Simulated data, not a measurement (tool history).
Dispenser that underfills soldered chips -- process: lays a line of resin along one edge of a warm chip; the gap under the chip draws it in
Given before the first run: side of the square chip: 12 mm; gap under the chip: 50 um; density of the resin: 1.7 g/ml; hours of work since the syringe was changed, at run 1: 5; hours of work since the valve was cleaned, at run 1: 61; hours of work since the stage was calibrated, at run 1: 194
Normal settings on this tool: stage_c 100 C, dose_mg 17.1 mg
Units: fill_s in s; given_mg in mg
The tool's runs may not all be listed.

run	hour	stage_c	dose_mg	hours of work since the syringe was changed	hours of work since the valve was cleaned	hours of work since the stage was calibrated	fill_s	given_mg
1	0.0	100	17.1	5	61	194	329.6	16.40
# hour 3.9: new syringe of resin
2	6.3	100	17.1	2	65	198	301.1	16.40
# hour 14.3: new syringe of resin
3	15.4	100	17.1	1	72	205	287.0	16.34
4	22.9	92	17.1	6	77	210	461.7	16.37
# hour 25.0: new syringe of resin
5	28.8	92	17.1	3	81	214	406.8	16.44
6	33.5	92	20.4	6	85	218	446.0	19.27
# hour 35.5: new syringe of resin
7	41.5	109	17.1	4	90	223	253.3	16.10
# hour 46.0: new syringe of resin
8	47.9	100	17.1	1	95	228	299.9	16.13
9	52.1	112	17.1	4	98	231	234.7	16.09
# hour 56.3: new syringe of resin
# hour 61.0: dispensing valve cleaned and set on the balance
10	62.1	99	17.1	3	1	237	323.6	16.94
11	66.8	100	19.0	7	4	241	352.5	19.13
# hour 67.6: new syringe of resin
12	72.0	100	19.0	3	8	244	306.4	18.91
13	76.5	100	17.1	6	11	248	352.8	17.08
# hour 77.9: new syringe of resin
14	85.4	100	17.1	6	17	254	343.6	16.94
# hour 88.4: new syringe of resin
15	95.1	100	17.1	5	24	261	335.9	16.83
# hour 98.8: new syringe of resin
16	100.3	100	17.1	1	28	264	289.8	16.75
# hour 109.3: new syringe of resin
17	110.2	115	18.2	1	35	271	175.5	17.89
18	114.2	115	18.2	4	38	274	197.6	17.77
# hour 119.6: new syringe of resin
19	122.9	102	16.7	2	44	280	290.9	16.20
# hour 129.8: new syringe of resin
20	130.2	87	15.6	0	49	286	451.5	15.08
21	138.6	108	15.6	6	55	292	286.8	15.03
# hour 140.0: new syringe of resin
22	142.9	111	16.8	2	58	295	212.4	16.36
# hour 150.3: new syringe of resin
23	152.6	97	21.7	2	65	302	315.5	20.90
24	159.7	90	17.3	7	70	307	498.1	16.61
# hour 160.8: new syringe of resin
25	167.6	110	17.1	5	76	312	246.9	16.35
# hour 171.2: new syringe of resin
26	177.5	110	17.1	5	83	319	243.3	16.33
# hour 181.4: new syringe of resin
27	182.6	100	20.6	1	86	323	280.6	19.61
28	191.0	100	20.6	7	92	329	351.3	19.43

Below, each run's measurement less what the same run would have read without the hidden state. Both values contain the same run-to-run variation, but the gauge's scatter may not be the same in both:
The tool's hidden condition here consists of: resin's viscosity, % of fresh resin's; dose that the valve gives, % of what is set; true chip temperature over the reading, C; drift of the gauge itself on fill_s, %; drift of the gauge itself on given_mg, %.
run	fill_s	given_mg
1	+49.4	-0.62
2	+20.7	-0.67
3	+7.3	-0.74
4	+97.5	-0.80
5	+38.9	-0.85
6	+90.4	-1.04
7	+41.8	-0.93
8	+20.2	-0.98
9	+40.1	-1.02
10	+35.2	+0.01
11	+77.1	-0.02
12	+30.6	-0.06
13	+72.8	-0.09
14	+60.7	-0.15
15	+55.1	-0.22
16	+5.8	-0.26
17	+3.5	-0.36
18	+24.8	-0.38
19	+25.3	-0.42
20	+5.6	-0.43
21	+63.9	-0.49
22	+13.7	-0.57
23	+14.4	-0.83
24	+110.7	-0.72
25	+43.8	-0.76
26	+38.4	-0.83
27	+8.5	-1.05
28	+82.1	-1.12

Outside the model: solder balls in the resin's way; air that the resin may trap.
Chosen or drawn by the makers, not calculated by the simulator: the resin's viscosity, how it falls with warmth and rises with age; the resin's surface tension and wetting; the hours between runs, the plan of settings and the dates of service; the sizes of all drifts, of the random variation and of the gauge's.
